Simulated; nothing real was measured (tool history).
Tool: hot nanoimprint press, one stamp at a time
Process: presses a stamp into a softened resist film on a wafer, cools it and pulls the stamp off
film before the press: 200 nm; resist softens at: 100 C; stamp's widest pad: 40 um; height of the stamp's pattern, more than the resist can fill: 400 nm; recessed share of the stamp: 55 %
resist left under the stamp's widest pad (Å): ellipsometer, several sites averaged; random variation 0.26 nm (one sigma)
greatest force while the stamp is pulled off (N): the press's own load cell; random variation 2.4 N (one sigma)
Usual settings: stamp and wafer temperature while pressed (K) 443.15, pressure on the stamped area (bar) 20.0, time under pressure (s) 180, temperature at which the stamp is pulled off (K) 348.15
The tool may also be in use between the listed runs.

run	hour	stamp and wafer temperature while pressed (K)	pressure on the stamped area (bar)	time under pressure (s)	temperature at which the stamp is pulled off (K)	resist left under the stamp's widest pad (Å)	greatest force while the stamp is pulled off (N)
1	0.0	443.15	20.0	180	348.15	943	112
2	31.4	443.15	20.0	180	348.15	939	107
# hour 36.1: plate thermocouple calibrated
3	64.8	443.15	20.0	180	348.15	939	107
4	89.4	443.15	20.0	180	348.15	942	111
5	114.3	443.15	20.0	180	337.15	938	124
6	132.5	443.15	20.0	180	337.15	948	119
7	148.1	443.15	20.0	282	337.15	802	122
8	177.1	443.15	20.0	282	337.15	800	130
9	203.9	443.15	20.0	180	348.15	943	108
10	219.9	443.15	20.0	180	342.15	944	123
11	241.0	443.15	18.2	180	348.15	984	110
12	274.4	443.15	20.0	180	348.15	944	109
13	294.1	443.15	20.0	180	348.15	938	111
14	329.1	443.15	20.0	180	348.15	941	113
15	360.1	443.15	20.0	180	348.15	940	106
16	388.1	438.15	20.0	198	336.15	1100	129
# hour 413.0: stamp cleaned and given a new release coat
17	421.9	438.15	20.0	198	336.15	1096	124
18	452.5	438.15	20.0	198	336.15	1099	127
# hour 472.4: plate thermocouple calibrated
19	484.1	434.15	17.8	180	348.15	1361	112
20	504.3	434.15	17.8	180	348.15	1360	113
21	530.4	441.15	30.4	170	335.15	842	130
22	563.4	443.15	30.4	150	348.15	815	112
23	578.6	443.15	30.4	150	348.15	811	109
24	606.3	443.15	20.0	180	346.15	946	117
25	624.8	443.15	27.4	141	349.15	882	106
26	640.4	443.15	26.9	118	349.15	942	108
27	669.0	438.15	20.0	140	353.15	1219	98
28	686.8	442.15	29.9	315	337.15	645	127
29	716.9	451.15	27.7	162	336.15	609	124
30	742.3	451.15	19.2	162	339.15	746	121

3 ways to go on from here, each from the tool as it stands after run 30. What would each give?
A	761.0	443.15	20.0	106	346.15	?	?
B	761.0	449.15	15.6	180	341.15	?	?
C	761.0	451.15	19.2	177	334.15	?	?

run	resist left under the stamp's widest pad (Å)	greatest force while the stamp is pulled off (N)
A	1119	114
B	858	117
C	718	124
Without the tool's hidden state the same runs would have given:
run	resist left under the stamp's widest pad (Å)	greatest force while the stamp is pulled off (N)
A	1117	112
B	857	115
C	717	122

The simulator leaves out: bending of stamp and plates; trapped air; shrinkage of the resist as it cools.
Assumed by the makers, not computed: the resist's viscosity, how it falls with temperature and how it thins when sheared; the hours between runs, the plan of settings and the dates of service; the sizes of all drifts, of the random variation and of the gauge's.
